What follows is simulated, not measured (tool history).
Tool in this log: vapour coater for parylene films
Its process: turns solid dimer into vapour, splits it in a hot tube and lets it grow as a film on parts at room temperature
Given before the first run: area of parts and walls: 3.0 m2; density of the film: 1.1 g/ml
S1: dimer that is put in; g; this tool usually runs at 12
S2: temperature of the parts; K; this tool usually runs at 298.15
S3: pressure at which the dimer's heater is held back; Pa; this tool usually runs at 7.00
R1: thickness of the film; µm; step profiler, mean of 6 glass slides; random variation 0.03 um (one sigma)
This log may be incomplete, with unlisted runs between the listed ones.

Run 1, hour 0.0: usual settings. Result: R1 2.57 µm.
Run 2, hour 27.9: usual settings. Result: R1 2.57 µm.
Run 3, hour 55.9: usual settings but S1 19 g. Result: R1 4.00 µm.
At hour 64.8: trap's valve overhauled.
Run 4, hour 106.4: usual settings but S1 19 g. Result: R1 3.97 µm.
Run 5, hour 148.4: usual settings but S1 5 g. Result: R1 1.02 µm.
Run 6, hour 188.6: usual settings but S1 5 g, S2 299.15 K. Result: R1 0.97 µm.
Run 7, hour 248.1: usual settings but S1 5 g, S2 299.15 K. Result: R1 0.97 µm.
Run 8, hour 295.3: usual settings but S1 5 g, S2 299.15 K. Result: R1 0.98 µm.
Run 9, hour 332.3: usual settings but S1 5 g, S2 299.15 K. Result: R1 0.94 µm.
At hour 351.9: trap's valve overhauled.
At hour 361.4: trap's valve overhauled, once more.
Run 10, hour 386.7: usual settings but S1 16 g, S2 309.15 K. Result: R1 2.68 µm.
Run 11, hour 442.8: usual settings but S1 6 g, S2 307.15 K, S3 6.13 Pa. Result: R1 1.05 µm.
Run 12, hour 498.7: usual settings but S1 6 g, S2 307.15 K, S3 6.13 Pa. Result: R1 1.05 µm.
Run 13, hour 538.4: usual settings but S1 14 g, S3 7.01 Pa. Result: R1 3.00 µm.
Run 14, hour 582.8: usual settings but S1 5 g, S3 8.74 Pa. Result: R1 1.04 µm.
At hour 648.0: trap's valve overhauled.
Run 15, hour 649.9: usual settings but S1 5 g, S3 8.74 Pa. Result: R1 1.08 µm.
Run 16, hour 683.8: usual settings but S1 13 g, S2 290.15 K, S3 2.13 Pa. Result: R1 3.90 µm.
Run 17, hour 725.1: usual settings but S1 13 g, S2 290.15 K, S3 2.13 Pa. Result: R1 3.79 µm.

Here are 4 independent what-if runs from the current tool condition. What would each one return?
Run A, hour 762.3: usual settings but S1 10 g, S2 290.15 K, S3 2.71 Pa. Result: R1 ?.
Run B, hour 762.3: usual settings but S1 13 g, S2 290.15 K, S3 2.15 Pa. Result: R1 ?.
Run C, hour 762.3: usual settings but S2 300.15 K. Result: R1 ?.
Run D, hour 762.3: usual settings but S1 5 g, S2 290.15 K, S3 2.13 Pa. Result: R1 ?.

run    R1
  A  2.90
  B  3.76
  C  2.49
  D  1.45
The same runs, with their run-to-run variation unchanged, on a tool lacking any hidden condition would have given:
run    R1
  A  2.99
  B  3.86
  C  2.58
  D  1.49
